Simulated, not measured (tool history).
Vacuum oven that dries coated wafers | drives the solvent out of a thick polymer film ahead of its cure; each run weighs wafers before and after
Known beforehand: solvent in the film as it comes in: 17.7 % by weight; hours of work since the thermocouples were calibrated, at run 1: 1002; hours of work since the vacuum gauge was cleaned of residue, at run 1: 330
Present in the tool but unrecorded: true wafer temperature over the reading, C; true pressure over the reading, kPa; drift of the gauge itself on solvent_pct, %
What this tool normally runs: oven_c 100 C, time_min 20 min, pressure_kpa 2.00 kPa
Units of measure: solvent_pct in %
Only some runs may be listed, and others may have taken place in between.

| run | hour | oven_c | time_min | pressure_kpa | hours of work since the thermocouples were calibrated | hours of work since the vacuum gauge was cleaned of residue | solvent_pct |
|---|---|---|---|---|---|---|---|
| 1 | 0.0 | 100 | 20 | 2.00 | 1002 | 330 | 2.15 |
| 2 | 13.4 | 100 | 20 | 2.00 | 1010 | 338 | 2.14 |
| 3 | 25.1 | 100 | 20 | 2.00 | 1017 | 345 | 2.16 |
| 4 | 34.9 | 100 | 20 | 2.00 | 1023 | 351 | 2.16 |
| 5 | 53.0 | 100 | 20 | 2.00 | 1034 | 362 | 2.15 |
| 6 | 61.5 | 100 | 20 | 2.00 | 1039 | 367 | 2.15 |
| 7 | 70.5 | 100 | 20 | 2.00 | 1045 | 373 | 2.13 |
| 8 | 80.5 | 100 | 13 | 2.00 | 1051 | 379 | 3.76 |
| 9 | 96.0 | 100 | 13 | 2.00 | 1060 | 388 | 3.75 |
| 10 | 111.9 | 100 | 13 | 1.53 | 1070 | 398 | 3.61 |
| 11 | 128.0 | 100 | 20 | 4.40 | 1079 | 408 | 3.12 |
| 12 | 148.7 | 100 | 20 | 4.40 | 1092 | 420 | 3.10 |
| 13 | 167.9 | 100 | 20 | 2.00 | 1104 | 432 | 2.15 |
| 14 | 181.9 | 100 | 20 | 2.00 | 1112 | 440 | 2.15 |
| 15 | 194.8 | 100 | 20 | 2.00 | 1120 | 448 | 2.16 |
| 16 | 205.6 | 100 | 20 | 2.00 | 1127 | 455 | 2.12 |
| 17 | 222.9 | 100 | 20 | 2.00 | 1137 | 465 | 2.14 |
| 18 | 233.1 | 100 | 20 | 2.00 | 1143 | 471 | 2.14 |
| 19 | 247.5 | 104 | 20 | 2.00 | 1152 | 480 | 1.57 |
| 20 | 259.9 | 93 | 20 | 2.00 | 1159 | 488 | 3.45 |
| 21 | 277.3 | 93 | 20 | 2.00 | 1170 | 498 | 3.45 |
| 22 | 292.5 | 108 | 20 | 2.00 | 1179 | 507 | 1.17 |
| 23 | 307.0 | 108 | 20 | 2.00 | 1188 | 516 | 1.15 |
| 24 | 325.0 | 100 | 20 | 2.00 | 1199 | 527 | 2.12 |
| 25 | 339.2 | 100 | 20 | 1.42 | 1208 | 536 | 1.91 |
| 26 | 349.6 | 94 | 23 | 1.33 | 1214 | 542 | 2.40 |
| 27 | 358.6 | 87 | 17 | 2.00 | 1219 | 547 | 5.66 |
| 28 | 376.8 | 87 | 17 | 2.00 | 1230 | 558 | 5.66 |
| 29 | 386.9 | 107 | 20 | 2.08 | 1236 | 565 | 1.27 |
| 30 | 403.9 | 107 | 20 | 2.08 | 1247 | 575 | 1.26 |
| 31 | 423.4 | 107 | 20 | 2.08 | 1259 | 587 | 1.29 |
| 32 | 437.4 | 100 | 20 | 5.88 | 1267 | 595 | 3.69 |
|  | 440.6 | vacuum gauge cleaned of residue and calibrated |
| 33 | 448.9 | 100 | 19 | 1.77 | 1273 | 5 | 2.21 |
| 34 | 466.2 | 100 | 19 | 1.77 | 1284 | 16 | 2.23 |
|  | 474.9 | vacuum gauge cleaned of residue and calibrated, once more |
| 35 | 487.6 | 109 | 14 | 1.52 | 1296 | 8 | 1.61 |
| 36 | 507.5 | 89 | 14 | 1.52 | 1308 | 20 | 5.73 |
| 37 | 526.0 | 90 | 16 | 3.49 | 1319 | 31 | 5.77 |
| 38 | 540.6 | 90 | 16 | 3.49 | 1328 | 40 | 5.78 |
| 39 | 559.9 | 111 | 33 | 7.12 | 1339 | 51 | 2.15 |
| 40 | 572.5 | 104 | 14 | 2.00 | 1347 | 59 | 2.53 |
| 41 | 589.8 | 96 | 20 | 7.19 | 1358 | 70 | 5.04 |
| 42 | 609.1 | 96 | 20 | 7.19 | 1369 | 81 | 5.03 |
| 43 | 629.0 | 88 | 27 | 1.29 | 1381 | 93 | 2.84 |
| 44 | 639.6 | 88 | 27 | 1.29 | 1388 | 100 | 2.85 |
| 45 | 652.5 | 102 | 17 | 1.29 | 1396 | 108 | 1.94 |
|  | 666.3 | oven's thermocouples calibrated |
| 46 | 674.3 | 102 | 20 | 1.29 | 5 | 120 | 1.88 |
| 47 | 684.7 | 95 | 19 | 3.24 | 11 | 126 | 4.31 |

Here are 4 independent what-if runs from the current tool condition. What would each one return?
| A | 693.3 | 87 | 20 | 1.91 | 16 | 131 | ? |
| B | 693.3 | 88 | 20 | 4.05 | 16 | 131 | ? |
| C | 693.3 | 86 | 12 | 3.24 | 16 | 131 | ? |
| D | 693.3 | 101 | 19 | 3.24 | 16 | 131 | ? |

| run | solvent_pct |
|---|---|
| A | 5.42 |
| B | 6.39 |
| C | 8.82 |
| D | 3.01 |
Had the tool no hidden state, the same runs would have come out as:
| run | solvent_pct |
|---|---|
| A | 5.31 |
| B | 6.28 |
| C | 8.72 |
| D | 2.93 |
